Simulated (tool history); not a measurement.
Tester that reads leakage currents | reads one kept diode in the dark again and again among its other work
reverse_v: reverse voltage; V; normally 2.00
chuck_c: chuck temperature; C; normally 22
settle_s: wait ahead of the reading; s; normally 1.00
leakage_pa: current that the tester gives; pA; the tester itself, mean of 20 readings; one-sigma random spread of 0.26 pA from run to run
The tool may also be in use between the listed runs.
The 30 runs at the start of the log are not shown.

| run | hour | reverse_v | chuck_c | settle_s | hours of work since the probe card was cleaned | hours of work since the tester was calibrated | hours of work since the chuck was calibrated | leakage_pa |
|---|---|---|---|---|---|---|---|---|
| 31 | 2856.7 | 4.10 | 30 | 3.51 | 328 | 2085 | 95 | 242.23 |
| 32 | 2920.8 | 2.00 | 36 | 1.27 | 361 | 2117 | 127 | 323.70 |
| 33 | 3012.0 | 2.00 | 36 | 1.27 | 407 | 2164 | 174 | 322.08 |
| 34 | 3119.7 | 1.23 | 26 | 1.27 | 462 | 2218 | 228 | 108.62 |
| 35 | 3224.8 | 1.23 | 26 | 1.27 | 515 | 2272 | 282 | 108.66 |
| 36 | 3324.3 | 4.23 | 22 | 0.33 | 566 | 2322 | 332 | 114.93 |
| 37 | 3436.4 | 11.08 | 39 | 0.33 | 623 | 2379 | 390 | 746.57 |
| 38 | 3550.9 | 2.00 | 41 | 3.61 | 681 | 2438 | 448 | 488.20 |
| 39 | 3663.4 | 16.55 | 42 | 1.15 | 738 | 2495 | 505 | 1100.51 |

Here are 5 independent what-if runs from the current tool condition. What would each one return?
| A | 3786.8 | 2.13 | 22 | 1.00 | 801 | 2558 | 568 | ? |
| B | 3786.8 | 18.46 | 23 | 1.03 | 801 | 2558 | 568 | ? |
| C | 3786.8 | 15.10 | 51 | 0.52 | 801 | 2558 | 568 | ? |
| D | 3786.8 | 3.61 | 22 | 1.00 | 801 | 2558 | 568 | ? |
| E | 3786.8 | 3.91 | 48 | 1.04 | 801 | 2558 | 568 | ? |

| run | leakage_pa |
|---|---|
| A | 88.32 |
| B | 215.76 |
| C | 2224.39 |
| D | 107.06 |
| E | 1089.16 |
The same runs, with their run-to-run variation unchanged, on a tool lacking any hidden condition would have given:
| run | leakage_pa |
|---|---|
| A | 88.55 |
| B | 205.42 |
| C | 2247.99 |
| D | 106.49 |
| E | 1104.19 |

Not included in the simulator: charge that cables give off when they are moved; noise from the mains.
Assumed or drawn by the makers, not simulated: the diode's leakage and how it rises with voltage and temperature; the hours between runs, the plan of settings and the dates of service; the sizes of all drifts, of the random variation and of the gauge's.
